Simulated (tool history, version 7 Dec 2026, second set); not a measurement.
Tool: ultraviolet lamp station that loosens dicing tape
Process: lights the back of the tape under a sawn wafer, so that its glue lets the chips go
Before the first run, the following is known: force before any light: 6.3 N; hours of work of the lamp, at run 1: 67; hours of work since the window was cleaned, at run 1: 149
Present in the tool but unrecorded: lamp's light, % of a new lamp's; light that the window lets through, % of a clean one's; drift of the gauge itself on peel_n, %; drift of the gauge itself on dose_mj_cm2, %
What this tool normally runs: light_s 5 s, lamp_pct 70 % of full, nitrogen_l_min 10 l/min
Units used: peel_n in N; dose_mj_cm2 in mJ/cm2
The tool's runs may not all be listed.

| run | hour | light_s | lamp_pct | nitrogen_l_min | hours of work of the lamp | hours of work since the window was cleaned | peel_n | dose_mj_cm2 |
|---|---|---|---|---|---|---|---|---|
| 1 | 0.0 | 5 | 70 | 10 | 67 | 149 | 1.024 | 365 |
| 2 | 21.3 | 5 | 70 | 10 | 76 | 158 | 1.056 | 368 |
| 3 | 44.8 | 5 | 83 | 10 | 86 | 168 | 0.762 | 432 |
| 4 | 78.3 | 5 | 83 | 10 | 100 | 182 | 0.782 | 426 |
| 5 | 111.8 | 5 | 83 | 10 | 114 | 196 | 0.781 | 419 |
| 6 | 137.2 | 5 | 83 | 10 | 125 | 207 | 0.823 | 412 |
| 7 | 184.1 | 5 | 83 | 10 | 145 | 227 | 0.842 | 409 |
| 8 | 221.6 | 5 | 83 | 10 | 161 | 243 | 0.865 | 405 |
|  | 229.2 | window cleaned of glue's vapour |
| 9 | 243.1 | 5 | 83 | 10 | 170 | 6 | 0.671 | 457 |
| 10 | 264.2 | 5 | 83 | 10 | 179 | 15 | 0.677 | 453 |
| 11 | 294.8 | 5 | 83 | 10 | 192 | 28 | 0.688 | 456 |
| 12 | 328.9 | 5 | 83 | 10 | 207 | 42 | 0.715 | 443 |
| 13 | 357.0 | 5 | 83 | 10 | 219 | 54 | 0.741 | 447 |
| 14 | 394.6 | 5 | 83 | 10 | 235 | 70 | 0.762 | 434 |
| 15 | 426.6 | 5 | 83 | 10 | 248 | 84 | 0.781 | 427 |
| 16 | 461.4 | 5 | 70 | 10 | 263 | 99 | 1.058 | 362 |
| 17 | 501.6 | 5 | 70 | 10 | 280 | 116 | 1.107 | 356 |
| 18 | 545.6 | 5 | 70 | 10 | 299 | 135 | 1.152 | 346 |
| 19 | 592.8 | 3 | 88 | 5 | 319 | 155 | 2.101 | 255 |
| 20 | 629.7 | 3 | 86 | 11 | 335 | 171 | 1.696 | 247 |
| 21 | 657.8 | 3 | 70 | 9 | 347 | 183 | 2.429 | 202 |
| 22 | 681.9 | 8 | 61 | 10 | 357 | 193 | 0.653 | 464 |
| 23 | 727.8 | 8 | 99 | 13 | 377 | 212 | 0.181 | 737 |
| 24 | 756.4 | 6 | 70 | 10 | 389 | 225 | 0.960 | 387 |
| 25 | 786.6 | 6 | 70 | 10 | 402 | 237 | 1.001 | 377 |
|  | 809.5 | window cleaned of glue's vapour |
| 26 | 820.4 | 2 | 100 | 4 | 416 | 5 | 2.716 | 203 |
| 27 | 839.9 | 4 | 76 | 4 | 424 | 13 | 1.830 | 307 |
| 28 | 884.6 | 9 | 94 | 7 | 443 | 32 | 0.187 | 850 |
| 29 | 905.6 | 4 | 94 | 11 | 452 | 41 | 0.970 | 380 |
| 30 | 939.7 | 4 | 82 | 17 | 467 | 55 | 1.035 | 322 |
| 31 | 972.1 | 9 | 95 | 6 | 481 | 69 | 0.221 | 825 |
| 32 | 999.5 | 9 | 65 | 4 | 492 | 81 | 0.717 | 565 |
| 33 | 1024.1 | 2 | 100 | 17 | 503 | 91 | 2.227 | 194 |
| 34 | 1045.6 | 2 | 100 | 17 | 512 | 101 | 2.219 | 185 |
| 35 | 1090.2 | 5 | 69 | 10 | 531 | 120 | 1.279 | 320 |

Below, each run's measurement less what the same run would have read without the hidden state. Both values contain the same run-to-run variation, but the gauge's scatter may not be the same in both:
| run | peel_n | dose_mj_cm2 |
|---|---|---|
| 1 | +0.192 | -44 |
| 2 | +0.211 | -47 |
| 3 | +0.182 | -60 |
| 4 | +0.201 | -65 |
| 5 | +0.216 | -70 |
| 6 | +0.235 | -73 |
| 7 | +0.264 | -81 |
| 8 | +0.285 | -87 |
| 9 | +0.079 | -27 |
| 10 | +0.088 | -31 |
| 11 | +0.103 | -36 |
| 12 | +0.122 | -41 |
| 13 | +0.141 | -46 |
| 14 | +0.161 | -52 |
| 15 | +0.180 | -57 |
| 16 | +0.235 | -54 |
| 17 | +0.267 | -59 |
| 18 | +0.302 | -64 |
| 19 | +0.417 | -53 |
| 20 | +0.410 | -55 |
| 21 | +0.495 | -48 |
| 22 | +0.257 | -115 |
| 23 | +0.079 | -201 |
| 24 | +0.380 | -110 |
| 25 | +0.407 | -113 |
| 26 | +0.302 | -30 |
| 27 | +0.310 | -47 |
| 28 | +0.057 | -148 |
| 29 | +0.271 | -68 |
| 30 | +0.295 | -63 |
| 31 | +0.079 | -175 |
| 32 | +0.260 | -128 |
| 33 | +0.488 | -45 |
| 34 | +0.498 | -47 |
| 35 | +0.431 | -86 |
